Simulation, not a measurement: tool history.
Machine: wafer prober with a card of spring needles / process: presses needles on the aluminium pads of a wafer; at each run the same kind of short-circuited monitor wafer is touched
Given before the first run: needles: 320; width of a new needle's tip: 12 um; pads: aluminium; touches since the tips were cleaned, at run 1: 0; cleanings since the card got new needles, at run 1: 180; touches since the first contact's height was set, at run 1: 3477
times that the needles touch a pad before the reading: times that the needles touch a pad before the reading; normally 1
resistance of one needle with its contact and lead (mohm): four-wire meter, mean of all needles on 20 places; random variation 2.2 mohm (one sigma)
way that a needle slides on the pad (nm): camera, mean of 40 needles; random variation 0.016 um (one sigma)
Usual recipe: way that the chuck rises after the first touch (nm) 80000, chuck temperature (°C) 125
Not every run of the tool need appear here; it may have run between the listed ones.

run	hour	way that the chuck rises after the first touch (nm)	chuck temperature (°C)	times that the needles touch a pad before the reading	touches since the tips were cleaned	cleanings since the card got new needles	touches since the first contact's height was set	resistance of one needle with its contact and lead (mohm)	way that a needle slides on the pad (nm)
1	0	80000	125	1	0	180	3477	242	20090
# hour 3.6: tips cleaned on abrasive film
# hour 8: tips cleaned on abrasive film
# hour 12.4: tips cleaned on abrasive film
# hour 16: tips cleaned on abrasive film
# hour 20.4: tips cleaned on abrasive film
# hour 24.8: tips cleaned on abrasive film
2	26.8	80000	125	1	1386	186	21996	244	20100
# hour 28.6: tips cleaned on abrasive film
# hour 33.1: tips cleaned on abrasive film
# hour 37.5: tips cleaned on abrasive film
# hour 41.9: tips cleaned on abrasive film
# hour 46.4: tips cleaned on abrasive film
# hour 50.8: tips cleaned on abrasive film
# hour 55.2: tips cleaned on abrasive film
# hour 59.6: tips cleaned on abrasive film
3	60.8	80000	125	1	788	194	45425	238	20100
# hour 63.5: tips cleaned on abrasive film
# hour 67.9: tips cleaned on abrasive film
# hour 72.3: tips cleaned on abrasive film
# hour 76.7: tips cleaned on abrasive film
# hour 80.3: tips cleaned on abrasive film
# hour 84.7: tips cleaned on abrasive film
# hour 88.3: tips cleaned on abrasive film
# hour 92.7: tips cleaned on abrasive film
# hour 96.3: tips cleaned on abrasive film
# hour 99.9: tips cleaned on abrasive film
# hour 101: height of the first contact set anew
4	101.1	80000	125	1	690	204	79	245	20090
# hour 103.8: tips cleaned on abrasive film
# hour 108.3: tips cleaned on abrasive film
# hour 112.7: tips cleaned on abrasive film
# hour 116.3: tips cleaned on abrasive film
# hour 120.7: tips cleaned on abrasive film
# hour 125.1: tips cleaned on abrasive film
# hour 128.7: tips cleaned on abrasive film
5	130.2	80000	125	1	1077	211	20118	242	20130
# hour 132.9: tips cleaned on abrasive film
# hour 137.3: tips cleaned on abrasive film
# hour 141.8: tips cleaned on abrasive film
# hour 146.2: tips cleaned on abrasive film
# hour 150.6: tips cleaned on abrasive film
# hour 154.2: tips cleaned on abrasive film
# hour 157.7: tips cleaned on abrasive film
# hour 162.2: tips cleaned on abrasive film
# hour 165.7: tips cleaned on abrasive film
# hour 170.2: tips cleaned on abrasive film
6	172	80000	125	1	1291	221	48943	239	20150
# hour 173.8: tips cleaned on abrasive film
# hour 178.2: tips cleaned on abrasive film
# hour 181.8: tips cleaned on abrasive film
# hour 186.2: tips cleaned on abrasive film
# hour 189.8: tips cleaned on abrasive film
# hour 194.2: tips cleaned on abrasive film
# hour 198.7: tips cleaned on abrasive film
7	200	80000	125	1	956	228	68250	241	20100
# hour 202.7: tips cleaned on abrasive film
# hour 206.5: height of the first contact set anew
# hour 207.4: tips cleaned on abrasive film
# hour 211.9: tips cleaned on abrasive film
# hour 216.3: tips cleaned on abrasive film
# hour 220.7: tips cleaned on abrasive film
# hour 224.3: tips cleaned on abrasive film
# hour 227.9: tips cleaned on abrasive film
# hour 232.3: tips cleaned on abrasive film
# hour 235.8: tips cleaned on abrasive film
# hour 240.3: tips cleaned on abrasive film
8	241.8	80000	125	1	1097	238	24349	243	20170
# hour 244.5: tips cleaned on abrasive film
# hour 248.1: tips cleaned on abrasive film
# hour 252.5: tips cleaned on abrasive film
# hour 256.9: tips cleaned on abrasive film
# hour 261.4: tips cleaned on abrasive film
# hour 265.8: tips cleaned on abrasive film
# hour 269.4: tips cleaned on abrasive film
# hour 273.8: tips cleaned on abrasive film
# hour 277.4: tips cleaned on abrasive film
# hour 280.9: tips cleaned on abrasive film
# hour 285.4: tips cleaned on abrasive film
# hour 289.8: tips cleaned on abrasive film
# hour 293.4: tips cleaned on abrasive film
9	293.4	80000	125	1	0	251	59860	241	20170
# hour 297.8: tips cleaned on abrasive film
# hour 301.4: tips cleaned on abrasive film
# hour 304.9: tips cleaned on abrasive film
# hour 309.4: tips cleaned on abrasive film
# hour 312.3: height of the first contact set anew
# hour 313.2: tips cleaned on abrasive film
# hour 317.6: tips cleaned on abrasive film
# hour 322.1: tips cleaned on abrasive film
# hour 326.5: tips cleaned on abrasive film
# hour 330.1: tips cleaned on abrasive film
# hour 334.5: tips cleaned on abrasive film
# hour 338.1: tips cleaned on abrasive film
# hour 342.5: tips cleaned on abrasive film
10	343.7	80000	125	1	834	263	21639	244	20200
# hour 346.4: tips cleaned on abrasive film
# hour 350.8: tips cleaned on abrasive film
# hour 355.2: tips cleaned on abrasive film
# hour 358.8: tips cleaned on abrasive film
# hour 363.2: tips cleaned on abrasive film
# hour 366.8: tips cleaned on abrasive film
# hour 370.4: tips cleaned on abrasive film
11	371	79000	98	2	437	270	40432	236	19980
# hour 374.5: tips cleaned on abrasive film
# hour 378.1: tips cleaned on abrasive film
# hour 381.7: tips cleaned on abrasive film
# hour 386.1: tips cleaned on abrasive film
# hour 389.7: tips cleaned on abrasive film
# hour 394.1: tips cleaned on abrasive film
# hour 398.5: tips cleaned on abrasive film
# hour 402.9: tips cleaned on abrasive film
# hour 407.4: tips cleaned on abrasive film
12	407.8	74000	67	1	293	279	65813	227	18720
# hour 411.4: tips cleaned on abrasive film
# hour 414.9: tips cleaned on abrasive film
# hour 417.8: height of the first contact set anew
# hour 419.6: tips cleaned on abrasive film
# hour 423.2: tips cleaned on abrasive film
# hour 427.6: tips cleaned on abrasive film
# hour 432.1: tips cleaned on abrasive film
# hour 436.5: tips cleaned on abrasive film
# hour 440.1: tips cleaned on abrasive film
# hour 444.5: tips cleaned on abrasive film
13	446	74000	67	1	1048	288	19405	228	18730
# hour 448.7: tips cleaned on abrasive film
# hour 452.2: tips cleaned on abrasive film
# hour 456.7: tips cleaned on abrasive film
# hour 461.1: tips cleaned on abrasive film
# hour 465.5: tips cleaned on abrasive film
# hour 469.1: tips cleaned on abrasive film
# hour 473.5: tips cleaned on abrasive film
# hour 477.1: tips cleaned on abrasive film
# hour 481.1: tips cleaned on abrasive film
14	481.1	74000	67	1	0	297	43582	226	18740
# hour 484.7: tips cleaned on abrasive film
# hour 489.1: tips cleaned on abrasive film
# hour 493.5: tips cleaned on abrasive film
# hour 497.1: tips cleaned on abrasive film
# hour 501.5: tips cleaned on abrasive film
# hour 505.1: tips cleaned on abrasive film
# hour 509.5: tips cleaned on abrasive film
15	509.7	70000	63	1	174	304	63337	225	17730
# hour 513.3: tips cleaned on abrasive film
# hour 517.7: tips cleaned on abrasive film
# hour 522.2: tips cleaned on abrasive film
# hour 523.3: height of the first contact set anew
# hour 526.9: tips cleaned on abrasive film
# hour 531.3: tips cleaned on abrasive film
# hour 535.8: tips cleaned on abrasive film
# hour 539.3: tips cleaned on abrasive film
# hour 543.7: tips cleaned on abrasive film
16	547	70000	63	1	2332	312	16405	223	17770
# hour 548: tips cleaned on abrasive film
# hour 551.6: tips cleaned on abrasive film
# hour 556: tips cleaned on abrasive film
# hour 559.6: tips cleaned on abrasive film
# hour 564: tips cleaned on abrasive film
# hour 567.6: tips cleaned on abrasive film
# hour 572: tips cleaned on abrasive film
# hour 575.6: tips cleaned on abrasive film
# hour 580: tips cleaned on abrasive film
17	581.2	91000	125	1	886	321	39930	242	23090
# hour 583.9: tips cleaned on abrasive film
# hour 587.5: tips cleaned on abrasive film
# hour 591.1: tips cleaned on abrasive film
# hour 595.5: tips cleaned on abrasive film
# hour 599.9: tips cleaned on abrasive film
# hour 604.4: tips cleaned on abrasive film
# hour 608.8: tips cleaned on abrasive film
# hour 613.2: tips cleaned on abrasive film
# hour 617.6: tips cleaned on abrasive film
# hour 621.2: tips cleaned on abrasive film
# hour 624.8: tips cleaned on abrasive film
# hour 629.2: tips cleaned on abrasive film
# hour 629.5: height of the first contact set anew
18	632	91000	125	1	1753	333	1753	242	23130
# hour 633.8: tips cleaned on abrasive film
# hour 638.2: tips cleaned on abrasive film
# hour 642.7: tips cleaned on abrasive film
# hour 647.1: tips cleaned on abrasive film
# hour 650.7: tips cleaned on abrasive film
# hour 655.1: tips cleaned on abrasive film
# hour 659.5: tips cleaned on abrasive film
# hour 663.1: tips cleaned on abrasive film
# hour 666.6: tips cleaned on abrasive film
19	667.2	91000	125	1	404	342	26021	241	23130

Here are 3 independent what-if runs from the current tool condition. What would each one return?
# hour 670.8: tips cleaned on abrasive film
# hour 674.3: tips cleaned on abrasive film
# hour 678.8: tips cleaned on abrasive film
# hour 683.2: tips cleaned on abrasive film
# hour 687.6: tips cleaned on abrasive film
A	689.4	80000	73	1	1240	347	41335	?	?
# hour 670.8: tips cleaned on abrasive film
# hour 674.3: tips cleaned on abrasive film
# hour 678.8: tips cleaned on abrasive film
# hour 683.2: tips cleaned on abrasive film
# hour 687.6: tips cleaned on abrasive film
B	689.4	68000	30	2	1240	347	41335	?	?
# hour 670.8: tips cleaned on abrasive film
# hour 674.3: tips cleaned on abrasive film
# hour 678.8: tips cleaned on abrasive film
# hour 683.2: tips cleaned on abrasive film
# hour 687.6: tips cleaned on abrasive film
C	689.4	70000	97	1	1240	347	41335	?	?

run	resistance of one needle with its contact and lead (mohm)	way that a needle slides on the pad (nm)
A	233	20360
B	218	17280
C	235	17800
With the hidden condition removed and each run's random variation left untouched, the same runs would have given:
run	resistance of one needle with its contact and lead (mohm)	way that a needle slides on the pad (nm)
A	233	20110
B	217	17060
C	235	17570

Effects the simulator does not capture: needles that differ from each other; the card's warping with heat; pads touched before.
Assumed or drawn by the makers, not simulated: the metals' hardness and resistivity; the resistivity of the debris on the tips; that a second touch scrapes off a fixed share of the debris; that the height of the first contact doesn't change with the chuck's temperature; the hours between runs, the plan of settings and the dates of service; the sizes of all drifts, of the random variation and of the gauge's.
